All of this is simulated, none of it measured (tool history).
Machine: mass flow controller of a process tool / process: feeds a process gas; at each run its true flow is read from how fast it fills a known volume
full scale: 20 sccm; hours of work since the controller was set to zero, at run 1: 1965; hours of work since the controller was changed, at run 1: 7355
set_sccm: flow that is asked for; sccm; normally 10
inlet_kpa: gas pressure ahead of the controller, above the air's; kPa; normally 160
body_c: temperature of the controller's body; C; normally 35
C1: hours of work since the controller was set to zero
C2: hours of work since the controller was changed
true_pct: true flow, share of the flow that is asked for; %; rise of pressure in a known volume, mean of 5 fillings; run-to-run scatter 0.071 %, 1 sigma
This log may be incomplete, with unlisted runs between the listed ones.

run 1 hour=0 | set_sccm=10 inlet_kpa=160 body_c=35 | C1=1965 C2=7355 | true_pct=100.88
run 2 hour=342.6 | set_sccm=10 inlet_kpa=160 body_c=35 | C1=2173 C2=7563 | true_pct=100.91
run 3 hour=607.4 | set_sccm=10 inlet_kpa=160 body_c=35 | C1=2334 C2=7724 | true_pct=100.82
run 4 hour=1066.4 | set_sccm=2 inlet_kpa=160 body_c=35 | C1=2613 C2=8003 | true_pct=100.44
run 5 hour=1409.2 | set_sccm=2 inlet_kpa=160 body_c=35 | C1=2821 C2=8212 | true_pct=100.7
run 6 hour=1661.5 | set_sccm=2 inlet_kpa=160 body_c=35 | C1=2975 C2=8365 | true_pct=100.73
run 7 hour=2173.7 | set_sccm=13 inlet_kpa=160 body_c=35 | C1=3286 C2=8676 | true_pct=101.44
run 8 hour=2528.1 | set_sccm=10 inlet_kpa=160 body_c=39 | C1=3501 C2=8892 | true_pct=101.87
run 9 hour=2781.6 | set_sccm=13 inlet_kpa=260 body_c=31 | C1=3655 C2=9046 | true_pct=100.51
run 10 hour=3166.7 | set_sccm=10 inlet_kpa=160 body_c=38 | C1=3890 C2=9280 | true_pct=101.85
run 11 hour=3698.6 | set_sccm=10 inlet_kpa=160 body_c=26 | C1=4213 C2=9603 | true_pct=100.49
run 12 hour=4114.5 | set_sccm=10 inlet_kpa=248 body_c=26 | C1=4466 C2=9856 | true_pct=100.2
run 13 hour=4544.5 | set_sccm=10 inlet_kpa=160 body_c=35 | C1=4727 C2=10118 | true_pct=101.67
-- hour=4840.5 controller exchanged for a calibrated one
run 14 hour=4882.5 | set_sccm=10 inlet_kpa=160 body_c=35 | C1=26 C2=26 | true_pct=101.8
run 15 hour=5265 | set_sccm=3 inlet_kpa=247 body_c=26 | C1=258 C2=258 | true_pct=99.87

Forecast each of these 4 alternatives for the next run:
run A hour=5684.9 | set_sccm=7 inlet_kpa=151 body_c=29 | C1=513 C2=513 | true_pct=?
run B hour=5684.9 | set_sccm=3 inlet_kpa=247 body_c=32 | C1=513 C2=513 | true_pct=?
run C hour=5684.9 | set_sccm=18 inlet_kpa=160 body_c=35 | C1=513 C2=513 | true_pct=?
run D hour=5684.9 | set_sccm=4 inlet_kpa=188 body_c=20 | C1=513 C2=513 | true_pct=?

run=A true_pct=101.03
run=B true_pct=100.78
run=C true_pct=102.41
run=D true_pct=99.56
Stripped of hidden state, with their random variation kept, the same runs would have yielded:
run=A true_pct=99.9
run=B true_pct=99.65
run=C true_pct=101.26
run=D true_pct=98.45
